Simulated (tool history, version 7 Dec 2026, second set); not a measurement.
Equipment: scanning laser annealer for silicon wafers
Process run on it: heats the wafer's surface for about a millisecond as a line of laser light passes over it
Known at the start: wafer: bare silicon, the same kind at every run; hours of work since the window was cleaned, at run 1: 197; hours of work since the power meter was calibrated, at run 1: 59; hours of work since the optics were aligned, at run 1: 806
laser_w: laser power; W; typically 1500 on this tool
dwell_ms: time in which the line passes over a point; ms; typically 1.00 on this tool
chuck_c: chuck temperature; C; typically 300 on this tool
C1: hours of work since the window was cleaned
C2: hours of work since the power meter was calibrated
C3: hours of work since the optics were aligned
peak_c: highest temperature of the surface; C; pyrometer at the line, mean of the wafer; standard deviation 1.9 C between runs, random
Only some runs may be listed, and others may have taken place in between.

{"run": 1, "hour": 0.0, "laser_w": 1500, "dwell_ms": 1.0, "chuck_c": 300, "C1": 197, "C2": 59, "C3": 806, "peak_c": 1073}
{"run": 2, "hour": 9.7, "laser_w": 1500, "dwell_ms": 1.0, "chuck_c": 300, "C1": 201, "C2": 64, "C3": 810, "peak_c": 1070}
{"run": 3, "hour": 19.2, "laser_w": 1500, "dwell_ms": 1.0, "chuck_c": 300, "C1": 206, "C2": 68, "C3": 815, "peak_c": 1071}
{"run": 4, "hour": 30.1, "laser_w": 1500, "dwell_ms": 1.0, "chuck_c": 300, "C1": 211, "C2": 73, "C3": 820, "peak_c": 1073}
{"run": 5, "hour": 47.9, "laser_w": 1415, "dwell_ms": 1.0, "chuck_c": 300, "C1": 219, "C2": 82, "C3": 828, "peak_c": 1017}
{"run": 6, "hour": 59.1, "laser_w": 1415, "dwell_ms": 1.0, "chuck_c": 300, "C1": 224, "C2": 87, "C3": 833, "peak_c": 1018}
{"run": 7, "hour": 77.4, "laser_w": 1415, "dwell_ms": 1.0, "chuck_c": 300, "C1": 233, "C2": 95, "C3": 842, "peak_c": 1019}
{"run": 8, "hour": 92.9, "laser_w": 1500, "dwell_ms": 1.0, "chuck_c": 300, "C1": 240, "C2": 103, "C3": 849, "peak_c": 1069}
{"run": 9, "hour": 105.7, "laser_w": 1529, "dwell_ms": 1.0, "chuck_c": 300, "C1": 246, "C2": 109, "C3": 855, "peak_c": 1090}
{"hour": 115.1, "done": "optics aligned, line set to its width"}
{"run": 10, "hour": 123.6, "laser_w": 1500, "dwell_ms": 1.0, "chuck_c": 300, "C1": 252, "C2": 115, "C3": 4, "peak_c": 1088}
{"run": 11, "hour": 134.7, "laser_w": 1500, "dwell_ms": 1.0, "chuck_c": 300, "C1": 258, "C2": 120, "C3": 9, "peak_c": 1089}
{"run": 12, "hour": 151.0, "laser_w": 1500, "dwell_ms": 1.0, "chuck_c": 300, "C1": 265, "C2": 128, "C3": 17, "peak_c": 1088}
{"run": 13, "hour": 168.9, "laser_w": 1310, "dwell_ms": 0.98, "chuck_c": 304, "C1": 274, "C2": 136, "C3": 25, "peak_c": 959}
{"run": 14, "hour": 180.5, "laser_w": 1310, "dwell_ms": 0.98, "chuck_c": 304, "C1": 279, "C2": 142, "C3": 31, "peak_c": 956}
{"run": 15, "hour": 196.9, "laser_w": 1310, "dwell_ms": 0.98, "chuck_c": 304, "C1": 287, "C2": 149, "C3": 39, "peak_c": 952}
{"run": 16, "hour": 209.9, "laser_w": 1310, "dwell_ms": 1.02, "chuck_c": 304, "C1": 293, "C2": 155, "C3": 45, "peak_c": 970}
{"run": 17, "hour": 225.7, "laser_w": 1444, "dwell_ms": 0.79, "chuck_c": 300, "C1": 300, "C2": 163, "C3": 52, "peak_c": 952}
{"run": 18, "hour": 237.9, "laser_w": 1415, "dwell_ms": 0.82, "chuck_c": 294, "C1": 306, "C2": 169, "C3": 58, "peak_c": 942}
{"run": 19, "hour": 251.9, "laser_w": 1415, "dwell_ms": 0.82, "chuck_c": 294, "C1": 313, "C2": 175, "C3": 64, "peak_c": 941}
{"run": 20, "hour": 259.8, "laser_w": 1601, "dwell_ms": 0.74, "chuck_c": 338, "C1": 316, "C2": 179, "C3": 68, "peak_c": 1055}
{"run": 21, "hour": 275.5, "laser_w": 1373, "dwell_ms": 0.74, "chuck_c": 261, "C1": 324, "C2": 186, "C3": 75, "peak_c": 848}
{"run": 22, "hour": 286.2, "laser_w": 1373, "dwell_ms": 0.74, "chuck_c": 261, "C1": 329, "C2": 191, "C3": 81, "peak_c": 845}
{"run": 23, "hour": 302.0, "laser_w": 1535, "dwell_ms": 1.0, "chuck_c": 300, "C1": 336, "C2": 199, "C3": 88, "peak_c": 1105}

Hidden state or all else? Some run-to-run changes of peak_c, split into what the settings, what came in and random variation would give without the hidden state, and what is left for the hidden state (with any gauge scatter that isn't in both results):
The hidden state here: light that passes the window, % of a clean one's; laser's true power over the reading, %; width of the line over the set one, %; drift of the gauge itself on peak_c, C.
Run 9 -> 10: laser_w 1529 -> 1500, optics aligned, line set to its width. peak_c -2 C: hidden state +19, all else -21.
Run 20 -> 21: laser_w 1601 -> 1373, chuck_c 338 -> 261. peak_c -207 C: hidden state +4, all else -211.
Run 22 -> 23: laser_w 1373 -> 1535, dwell_ms 0.74 -> 1.00, chuck_c 261 -> 300. peak_c +260 C: hidden state -8, all else +268.

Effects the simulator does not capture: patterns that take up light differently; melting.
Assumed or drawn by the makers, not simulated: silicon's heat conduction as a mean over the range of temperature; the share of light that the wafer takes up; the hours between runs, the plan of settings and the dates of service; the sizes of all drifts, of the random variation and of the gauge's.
